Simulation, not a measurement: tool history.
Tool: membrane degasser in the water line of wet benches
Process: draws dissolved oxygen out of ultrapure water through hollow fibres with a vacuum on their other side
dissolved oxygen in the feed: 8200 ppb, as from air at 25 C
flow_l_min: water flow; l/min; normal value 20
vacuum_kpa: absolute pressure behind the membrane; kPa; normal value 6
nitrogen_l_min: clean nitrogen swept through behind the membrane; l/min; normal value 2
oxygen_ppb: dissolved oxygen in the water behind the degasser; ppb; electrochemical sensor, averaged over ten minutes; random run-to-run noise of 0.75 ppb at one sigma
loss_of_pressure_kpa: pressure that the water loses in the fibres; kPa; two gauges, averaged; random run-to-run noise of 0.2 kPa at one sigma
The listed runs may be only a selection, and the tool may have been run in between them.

run    hour  flow_l_min  vacuum_kpa  nitrogen_l_min  oxygen_ppb  loss_of_pressure_kpa
  1       0          20           6               2        68.6                 44.97
  2   135.3          20           6               2        68.2                 44.52
  3   360.4          20           6               2        67.8                 44.55
  4   535.5          20           6            1.96        70.4                 44.65
  5   726.8          20         9.9               2       160.8                 44.45
  6   894.6          20         9.9               2       155.5                 44.79
  7  1001.9          26        4.19            3.74        29.8                 58.43
  8  1203.7          29        5.99             1.9       121.7                 65.35
  9  1352.8          16        6.19               2        57.7                 35.89
 10  1561.6          17        6.19            3.11        40.4                 38.59
 11    1676          21           6            3.41        45.1                 47.88
 12  1800.8          25        3.91            1.01        49.7                 56.44

Forecast each of these 5 alternatives for the next run:
     1954.7  -- vacuum gauge calibrated
  A  1997.2          12           6            4.76           ?                     ?
     1954.7  -- vacuum gauge calibrated
  B  1997.2          21        8.02            1.01           ?                     ?
     1954.7  -- vacuum gauge calibrated
  C  1997.2          18        5.49            1.49           ?                     ?
     1954.7  -- vacuum gauge calibrated
  D  1997.2          22        3.91            1.01           ?                     ?
     1954.7  -- vacuum gauge calibrated
  E  1997.2          21        7.57            0.81           ?                     ?

run  oxygen_ppb  loss_of_pressure_kpa
  A        17.5                 27.24
  B       221.6                 47.84
  C          67                 40.66
  D        39.6                 50.35
  E       243.9                 47.94
With no hidden state in the tool, these same runs would have given:
run  oxygen_ppb  loss_of_pressure_kpa
  A        17.5                 26.64
  B       221.6                 46.79
  C          67                 39.77
  D        39.6                 49.25
  E       243.9                  46.9
